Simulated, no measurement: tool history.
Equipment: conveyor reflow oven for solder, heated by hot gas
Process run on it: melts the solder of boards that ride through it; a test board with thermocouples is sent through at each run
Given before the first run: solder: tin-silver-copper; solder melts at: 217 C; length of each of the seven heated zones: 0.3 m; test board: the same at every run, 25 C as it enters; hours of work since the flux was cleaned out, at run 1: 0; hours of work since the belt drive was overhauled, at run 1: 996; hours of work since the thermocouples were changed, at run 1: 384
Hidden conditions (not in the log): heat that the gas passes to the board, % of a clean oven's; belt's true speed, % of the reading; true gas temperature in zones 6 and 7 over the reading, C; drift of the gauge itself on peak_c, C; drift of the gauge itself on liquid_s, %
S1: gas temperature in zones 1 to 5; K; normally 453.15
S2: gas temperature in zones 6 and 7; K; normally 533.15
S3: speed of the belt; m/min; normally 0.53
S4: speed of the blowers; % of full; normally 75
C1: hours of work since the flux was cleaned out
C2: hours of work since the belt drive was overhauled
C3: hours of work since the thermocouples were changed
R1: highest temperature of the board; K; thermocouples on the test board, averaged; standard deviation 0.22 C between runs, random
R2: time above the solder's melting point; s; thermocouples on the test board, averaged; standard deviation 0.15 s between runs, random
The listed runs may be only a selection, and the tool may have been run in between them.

run	hour	S1	S2	S3	S4	C1	C2	C3	R1	R2
1	0	453.15	533.15	0.53	75	0	996	384	521.95	52.3
2	40.7	453.15	533.15	0.53	75	23	1019	407	521.85	52.1
3	81.8	453.15	533.15	0.53	75	47	1042	431	521.65	52.1
4	111.4	453.15	533.15	0.53	81	63	1059	448	522.45	52.8
5	157.9	453.15	533.15	0.53	81	90	1086	474	522.35	52.7
6	203.2	453.15	533.15	0.53	81	116	1111	500	522.05	52.4
7	242.9	453.15	533.15	0.53	81	138	1134	522	522.15	52.3
8	299.9	453.15	533.15	0.53	75	171	1167	555	520.95	51.5
9	341.3	453.15	533.15	0.53	75	194	1190	578	520.55	51.7
# hour 398.2: flux residue cleaned out of gas plates and filters
10	400.1	453.15	533.15	0.431	75	1	1221	609	525.55	68.9
11	457.3	453.15	533.15	0.431	75	34	1253	642	525.25	68.9
12	516.2	453.15	533.15	0.431	75	67	1287	675	525.25	69
13	565.3	453.15	533.15	0.431	75	95	1315	703	525.55	68.7
14	597.9	453.15	533.15	0.431	75	114	1333	722	525.25	68.4
15	650.9	453.15	533.15	0.486	75	144	1363	752	522.45	58.5
16	716.3	444.15	533.15	0.53	70	181	1401	789	518.55	46
17	776.2	459.15	533.15	0.483	75	215	1435	823	523.65	61.7
# hour 798.2: flux residue cleaned out of gas plates and filters
18	821.2	461.15	529.15	0.439	63	13	1458	846	520.15	66.8
19	855.2	461.15	529.15	0.439	63	32	1477	865	520.45	67.1
20	894.7	461.15	529.15	0.439	63	55	1499	888	520.45	66.7
21	930.3	453.15	544.15	0.426	75	75	1520	908	535.25	75.3
22	987.1	442.15	544.15	0.426	69	108	1552	940	533.25	70
23	1046.4	442.15	530.15	0.426	69	141	1586	974	520.15	61.2
24	1075.6	460.15	523.15	0.53	75	158	1602	991	512.35	48.6
25	1133.9	451.15	547.15	0.536	52	191	1636	1024	526.25	51.7
# hour 1195.9: flux residue cleaned out of gas plates and filters
26	1196	450.15	533.15	0.53	63	0	1668	1057	517.75	47.6
27	1260.1	460.15	533.15	0.53	75	37	1705	1093	521.55	55.2
# hour 1314.1: belt drive overhauled, speed set with a stopwatch
28	1320.3	461.15	533.15	0.432	75	69	4	1125	524.65	70.8
29	1351.3	453.15	539.15	0.449	75	86	21	1143	528.35	66.5
# hour 1418.8: thermocouples of zones 6 and 7 changed
30	1419.4	467.15	527.15	0.449	75	124	59	0	521.25	68.6

What if the next run were any one of these 4? Each begins from the tool's condition after run 30:
A	1469.4	467.15	527.15	0.449	75	152	87	29	?	?
B	1469.4	467.15	527.15	0.449	80	152	87	29	?	?
C	1469.4	467.15	528.15	0.449	74	152	87	29	?	?
D	1469.4	438.15	527.15	0.569	75	152	87	29	?	?

run	R1	R2
A	521.25	68.5
B	521.45	69.2
C	521.95	68.8
D	512.15	35.5
Without the tool's unlogged condition, the same runs would have read:
run	R1	R2
A	521.45	68.7
B	521.75	69.4
C	522.15	69
D	512.65	36.1

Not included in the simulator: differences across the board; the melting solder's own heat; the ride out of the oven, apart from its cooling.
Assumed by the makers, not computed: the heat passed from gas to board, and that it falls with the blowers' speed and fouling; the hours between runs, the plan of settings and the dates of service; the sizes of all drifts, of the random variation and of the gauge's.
